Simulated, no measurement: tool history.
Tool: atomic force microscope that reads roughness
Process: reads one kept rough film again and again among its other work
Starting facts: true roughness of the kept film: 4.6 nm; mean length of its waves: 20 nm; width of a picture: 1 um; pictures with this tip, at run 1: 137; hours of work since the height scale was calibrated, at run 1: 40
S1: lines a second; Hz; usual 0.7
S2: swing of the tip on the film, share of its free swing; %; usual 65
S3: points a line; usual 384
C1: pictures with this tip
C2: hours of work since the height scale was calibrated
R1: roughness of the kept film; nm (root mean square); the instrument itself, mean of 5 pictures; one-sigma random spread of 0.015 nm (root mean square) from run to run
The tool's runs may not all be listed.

run 1 hour=0 | S1=0.7 S2=65 S3=384 | C1=137 C2=40 | R1=2.283
run 2 hour=12.5 | S1=0.7 S2=65 S3=384 | C1=153 C2=46 | R1=2.194
-- hour=20.4 new tip fitted
run 3 hour=25.4 | S1=0.7 S2=65 S3=384 | C1=6 C2=52 | R1=3.522
run 4 hour=48.3 | S1=0.7 S2=77 S3=384 | C1=36 C2=64 | R1=3.045
run 5 hour=59.5 | S1=0.7 S2=77 S3=384 | C1=50 C2=69 | R1=2.915
run 6 hour=82.9 | S1=0.7 S2=77 S3=384 | C1=80 C2=81 | R1=2.687
run 7 hour=100 | S1=0.7 S2=77 S3=403 | C1=102 C2=90 | R1=2.491
run 8 hour=118.1 | S1=1.064 S2=65 S3=384 | C1=126 C2=99 | R1=2.337
run 9 hour=131.4 | S1=1.064 S2=65 S3=384 | C1=143 C2=105 | R1=2.247
-- hour=148.1 new tip fitted
run 10 hour=150.2 | S1=0.7 S2=65 S3=465 | C1=2 C2=114 | R1=3.618
run 11 hour=172.9 | S1=2.616 S2=65 S3=384 | C1=32 C2=126 | R1=3.047
run 12 hour=184.7 | S1=0.7 S2=65 S3=384 | C1=47 C2=132 | R1=3.025
run 13 hour=204.8 | S1=0.7 S2=65 S3=384 | C1=73 C2=142 | R1=2.772
run 14 hour=216 | S1=0.7 S2=56 S3=262 | C1=87 C2=147 | R1=2.626
run 15 hour=234.3 | S1=0.7 S2=56 S3=678 | C1=111 C2=156 | R1=2.54
run 16 hour=259 | S1=3.337 S2=75 S3=384 | C1=143 C2=169 | R1=2.014
-- hour=274.8 new tip fitted
run 17 hour=274.8 | S1=3.337 S2=68 S3=282 | C1=0 C2=176 | R1=3.236
-- hour=277.4 height scale calibrated on a step standard
run 18 hour=290.1 | S1=3.337 S2=68 S3=297 | C1=19 C2=6 | R1=3.002
run 19 hour=306.3 | S1=0.7 S2=61 S3=522 | C1=40 C2=14 | R1=3.074
run 20 hour=320.3 | S1=0.7 S2=61 S3=522 | C1=58 C2=21 | R1=2.885
run 21 hour=340.4 | S1=0.78 S2=82 S3=409 | C1=84 C2=31 | R1=2.555
run 22 hour=363 | S1=0.78 S2=82 S3=409 | C1=113 C2=43 | R1=2.379
-- hour=383.3 height scale calibrated on a step standard, once more
run 23 hour=386.2 | S1=0.78 S2=60 S3=403 | C1=141 C2=1 | R1=2.277
-- hour=402.6 new tip fitted
run 24 hour=403.8 | S1=2.166 S2=86 S3=735 | C1=1 C2=10 | R1=3.172
run 25 hour=414.3 | S1=2.166 S2=86 S3=735 | C1=15 C2=15 | R1=2.987

4 options for the next run, each taken on its own from the tool as it stands now. Forecast them:
run A hour=437.4 | S1=0.555 S2=86 S3=276 | C1=45 C2=27 | R1=?
run B hour=437.4 | S1=2.958 S2=84 S3=747 | C1=45 C2=27 | R1=?
run C hour=437.4 | S1=0.7 S2=65 S3=511 | C1=45 C2=27 | R1=?
run D hour=437.4 | S1=2.166 S2=86 S3=279 | C1=45 C2=27 | R1=?

run=A R1=2.924
run=B R1=2.606
run=C R1=3.055
run=D R1=2.616
Had the tool no hidden state, the same runs would have come out as:
run=A R1=3.467
run=B R1=3.09
run=C R1=3.624
run=D R1=3.101
